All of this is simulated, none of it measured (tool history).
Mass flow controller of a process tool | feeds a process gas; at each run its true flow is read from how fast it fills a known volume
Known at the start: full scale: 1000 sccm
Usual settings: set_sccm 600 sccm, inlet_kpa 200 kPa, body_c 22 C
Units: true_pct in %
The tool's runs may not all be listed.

Run 1, hour 0.0: usual settings. Result: true_pct 100.24 %.
Run 2, hour 167.2: usual settings. Result: true_pct 100.14 %.
Run 3, hour 359.7: usual settings but inlet_kpa 240 kPa. Result: true_pct 100.02 %.
Run 4, hour 494.2: usual settings but inlet_kpa 258 kPa. Result: true_pct 100.00 %.
Run 5, hour 705.4: usual settings but inlet_kpa 258 kPa. Result: true_pct 100.07 %.
Run 6, hour 912.6: usual settings but inlet_kpa 258 kPa. Result: true_pct 99.93 %.
Run 7, hour 1037.0: usual settings but inlet_kpa 258 kPa. Result: true_pct 100.01 %.
Run 8, hour 1204.3: usual settings but inlet_kpa 258 kPa. Result: true_pct 100.16 %.
Run 9, hour 1373.3: usual settings but inlet_kpa 244 kPa. Result: true_pct 100.11 %.
At hour 1390.4: controller's zero set anew.
Run 10, hour 1564.1: usual settings but inlet_kpa 244 kPa. Result: true_pct 99.83 %.
Run 11, hour 1788.7: usual settings but inlet_kpa 244 kPa. Result: true_pct 99.89 %.
Run 12, hour 1919.8: usual settings but inlet_kpa 244 kPa. Result: true_pct 99.73 %.
Run 13, hour 2062.8: usual settings but set_sccm 750 sccm, inlet_kpa 224 kPa. Result: true_pct 100.56 %.
Run 14, hour 2185.0: usual settings but set_sccm 750 sccm, inlet_kpa 199 kPa, body_c 31 C. Result: true_pct 100.39 %.
Run 15, hour 2391.4: usual settings but set_sccm 161 sccm, inlet_kpa 199 kPa, body_c 31 C. Result: true_pct 94.90 %.
Run 16, hour 2619.6: usual settings but inlet_kpa 227 kPa, body_c 26 C. Result: true_pct 99.81 %.
Run 17, hour 2857.8: usual settings but set_sccm 100 sccm. Result: true_pct 91.59 %.

The next listed run, before its measurement:
At hour 2880.2: controller's zero set anew, once more.
Run 18, hour 3068.6: usual settings but set_sccm 100 sccm. Result: true_pct ?.

{"run 18": {"true_pct": 99.98}}
Without the tool's hidden state the same run would have given true_pct 97.69 %.
